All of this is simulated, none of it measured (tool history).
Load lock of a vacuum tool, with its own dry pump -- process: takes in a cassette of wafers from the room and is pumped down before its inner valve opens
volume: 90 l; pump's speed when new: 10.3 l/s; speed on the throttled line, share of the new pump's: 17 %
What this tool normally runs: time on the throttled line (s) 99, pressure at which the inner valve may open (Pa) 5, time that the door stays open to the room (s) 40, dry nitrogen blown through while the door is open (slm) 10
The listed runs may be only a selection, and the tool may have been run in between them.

run,hour,time on the throttled line (s),pressure at which the inner valve may open (Pa),time that the door stays open to the room (s),dry nitrogen blown through while the door is open (slm),"incoming humidity of the room's air, %",time from the closed door until the inner valve may open (s),rise of the pressure with all valves shut (Pa/min)
1,0.0,99,5,40,10,44.6,179.8,0.057
2,355.6,99,5,40,10,43.4,182.8,0.068
3,942.5,99,5,77,10,43.9,185.1,0.102
4,1364.7,99,5,77,10,43.7,186.4,0.113
5,1703.0,99,5,40,10,45.6,185.9,0.122
6,2025.4,60,5,40,10,45.9,157.4,0.134
7,2387.0,60,5,40,10,44.4,158.6,0.156
8,2786.4,60,5,40,12,42.5,161.7,0.172
9,3137.4,60,5,40,12,45.8,160.1,0.194
10,3498.8,60,5,40,12,44.7,163.5,0.215
11,4122.0,99,5,40,10,47.9,196.2,0.252
12,4401.8,99,5,40,10,45.2,195.1,0.273
# hour 4476.9: dry pump taken out, an overhauled one fitted
13,4924.8,99,5,40,10,46.0,172.9,0.295
14,5332.1,99,5,76,10,46.0,175.1,0.336
15,5589.8,99,5,76,10,46.2,172.2,0.362
16,5863.5,99,5,40,10,44.0,172.4,0.370
17,6134.8,99,5,40,10,42.5,174.7,0.384
18,6573.8,99,5,40,10,46.9,177.9,0.422
19,6973.7,99,5,40,10,46.0,177.2,0.461
20,7443.9,60,5,40,13,47.1,148.1,0.496
21,7738.3,180,5,102,10,45.9,244.2,0.537
# hour 7889.9: door's seal changed, seat wiped
22,8354.2,180,5,102,10,44.6,248.0,0.041
23,8686.6,180,5,102,10,42.2,246.9,0.045
24,9288.7,183,5,102,15,47.4,247.6,0.066
25,9692.3,136,5,211,7,46.1,216.5,0.096
26,10079.3,99,9,53,10,48.1,177.9,0.083
27,10393.1,99,9,204,5,46.8,180.3,0.125
28,10813.4,78,4,163,8,43.7,173.4,0.122
29,11193.0,99,7,40,4,45.6,182.8,0.124
30,11546.6,99,7,40,4,44.9,185.1,0.137
31,12152.2,99,7,40,8,43.4,187.3,0.160
32,12489.7,99,7,40,8,46.9,190.8,0.179
33,13011.6,81,7,40,23,47.8,174.7,0.190
34,13425.5,84,6,63,10,43.5,182.1,0.237
35,13795.5,51,7,188,10,44.0,154.0,0.266
# hour 13976.9: dry pump taken out, an overhauled one fitted
36,14170.8,51,7,188,10,46.4,129.6,0.296

Forecast each of these 5 alternatives for the next run:
A,14538.4,51,7,188,20,47.9,?,?
B,14538.4,52,5,40,10,49.2,?,?
C,14538.4,160,5,40,10,46.9,?,?
D,14538.4,99,5,104,10,43.3,?,?
E,14538.4,170,7,69,10,43.7,?,?

run,time from the closed door until the inner valve may open (s),rise of the pressure with all valves shut (Pa/min)
A,129.8,0.305
B,133.5,0.294
C,223.5,0.288
D,172.0,0.300
E,226.6,0.297
With no hidden state in the tool, these same runs would have given:
run,time from the closed door until the inner valve may open (s),rise of the pressure with all valves shut (Pa/min)
A,128.3,0.041
B,131.8,0.028
C,222.3,0.023
D,170.5,0.034
E,225.6,0.030

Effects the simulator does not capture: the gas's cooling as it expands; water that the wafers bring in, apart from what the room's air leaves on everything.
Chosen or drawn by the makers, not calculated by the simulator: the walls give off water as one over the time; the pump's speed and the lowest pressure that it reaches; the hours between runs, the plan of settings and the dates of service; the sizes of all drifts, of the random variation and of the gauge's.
